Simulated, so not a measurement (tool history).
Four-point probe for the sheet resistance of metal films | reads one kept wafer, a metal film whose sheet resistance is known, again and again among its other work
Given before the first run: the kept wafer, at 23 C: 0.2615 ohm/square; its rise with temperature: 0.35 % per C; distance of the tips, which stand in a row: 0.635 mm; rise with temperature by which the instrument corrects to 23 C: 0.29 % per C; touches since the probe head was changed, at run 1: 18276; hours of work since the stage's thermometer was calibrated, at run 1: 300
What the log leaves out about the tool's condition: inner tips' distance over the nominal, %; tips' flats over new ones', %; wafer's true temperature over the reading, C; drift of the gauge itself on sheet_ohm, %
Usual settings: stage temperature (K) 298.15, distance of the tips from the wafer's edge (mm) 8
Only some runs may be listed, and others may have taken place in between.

run,hour,stage temperature (K),distance of the tips from the wafer's edge (mm),touches since the probe head was changed,hours of work since the stage's thermometer was calibrated,sheet resistance as the instrument gives it (ohm/square)
1,0,298.15,8,18276,300,0.262601
2,20.5,298.15,8,19058,314,0.262724
3,52.9,298.15,8,20293,337,0.262718
4,69.3,301.15,8,20916,348,0.263098
5,97,298.15,8,21974,367,0.262784
6,117.4,298.15,8,22749,382,0.262788
7,154,298.15,8,24147,407,0.262674
8,186.1,298.15,8,25371,430,0.262726
9,222.5,304.15,8,26756,455,0.263618
10,247.7,298.15,8,27719,472,0.262739
11,283,298.15,8,29063,497,0.262686
12,312.6,300.15,4,30192,518,0.265581
13,344.5,296.15,12,31409,540,0.26192
14,371.8,296.15,3,32448,559,0.267675
15,398.6,303.15,29,33472,578,0.262595
16,418.6,292.15,17,34235,592,0.261001
17,454.4,296.15,9,35599,617,0.262136
18,483.2,298.15,5,36695,637,0.264071
19,512.8,298.15,5,37825,657,0.264019
20,543,298.15,5,38976,678,0.264064
21,562.8,293.15,17,39731,692,0.261228

Each row is a separate what-if for the run after 21, all from the same tool condition, not one after another. Results?
A,593.8,293.15,5,40911,714,?
B,593.8,292.15,9,40911,714,?
C,593.8,303.15,11,40911,714,?
D,593.8,293.15,6,40911,714,?
E,593.8,293.15,8,40911,714,?

run,sheet resistance as the instrument gives it (ohm/square)
A,0.263347
B,0.261525
C,0.263088
D,0.262611
E,0.261889
The same runs, with their run-to-run variation unchanged, on a tool lacking any hidden condition would have given:
run,sheet resistance as the instrument gives it (ohm/square)
A,0.263361
B,0.26154
C,0.263102
D,0.262625
E,0.261903
